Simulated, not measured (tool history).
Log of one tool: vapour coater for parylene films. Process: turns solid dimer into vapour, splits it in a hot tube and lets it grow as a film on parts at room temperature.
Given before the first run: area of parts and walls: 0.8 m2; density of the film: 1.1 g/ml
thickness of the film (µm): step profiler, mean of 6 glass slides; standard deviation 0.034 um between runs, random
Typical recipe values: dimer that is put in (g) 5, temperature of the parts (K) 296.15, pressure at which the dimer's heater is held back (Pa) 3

| run | hour | dimer that is put in (g) | temperature of the parts (K) | pressure at which the dimer's heater is held back (Pa) | thickness of the film (µm) |
|---|---|---|---|---|---|
| 1 | 0 | 5 | 296.15 | 3 | 4.4 |
| 2 | 31.7 | 5 | 296.15 | 3 | 4.47 |
| 3 | 79.8 | 5 | 296.15 | 3 | 4.45 |
| 4 | 121.9 | 5 | 296.15 | 3 | 4.5 |
|  | 163.7 | trap's valve overhauled |
| 5 | 196 | 5 | 296.15 | 3 | 4.43 |
| 6 | 248.5 | 5 | 296.15 | 8 | 3.74 |
| 7 | 307.9 | 5 | 301.15 | 8 | 3.53 |
| 8 | 381 | 5 | 296.15 | 5.13 | 4.04 |
| 9 | 423.4 | 4 | 296.15 | 2.43 | 3.7 |
| 10 | 455 | 5 | 304.15 | 7.97 | 3.19 |
| 11 | 513 | 5 | 304.15 | 7.97 | 3.29 |
| 12 | 551.1 | 8 | 290.15 | 3.96 | 7.46 |
|  | 588 | table's thermometer calibrated |
| 13 | 596.4 | 5 | 299.15 | 3 | 4.19 |
| 14 | 649.7 | 4 | 296.15 | 3.85 | 3.39 |
| 15 | 713.5 | 2 | 297.15 | 3 | 1.7 |

Forecast each of these 4 alternatives for the next run:
|  | 723.5 | trap's valve overhauled |
| A | 754.1 | 5 | 294.15 | 3 | ? |
|  | 723.5 | trap's valve overhauled |
| B | 754.1 | 5 | 291.15 | 4.64 | ? |
|  | 723.5 | trap's valve overhauled |
| C | 754.1 | 6 | 298.15 | 5.32 | ? |
|  | 723.5 | trap's valve overhauled |
| D | 754.1 | 2 | 306.15 | 11.24 | ? |

| run | thickness of the film (µm) |
|---|---|
| A | 4.67 |
| B | 4.55 |
| C | 4.65 |
| D | 1.22 |
Take away the tool's hidden state, keep each run's random variation, and the runs would have read:
| run | thickness of the film (µm) |
|---|---|
| A | 4.67 |
| B | 4.55 |
| C | 4.65 |
| D | 1.22 |

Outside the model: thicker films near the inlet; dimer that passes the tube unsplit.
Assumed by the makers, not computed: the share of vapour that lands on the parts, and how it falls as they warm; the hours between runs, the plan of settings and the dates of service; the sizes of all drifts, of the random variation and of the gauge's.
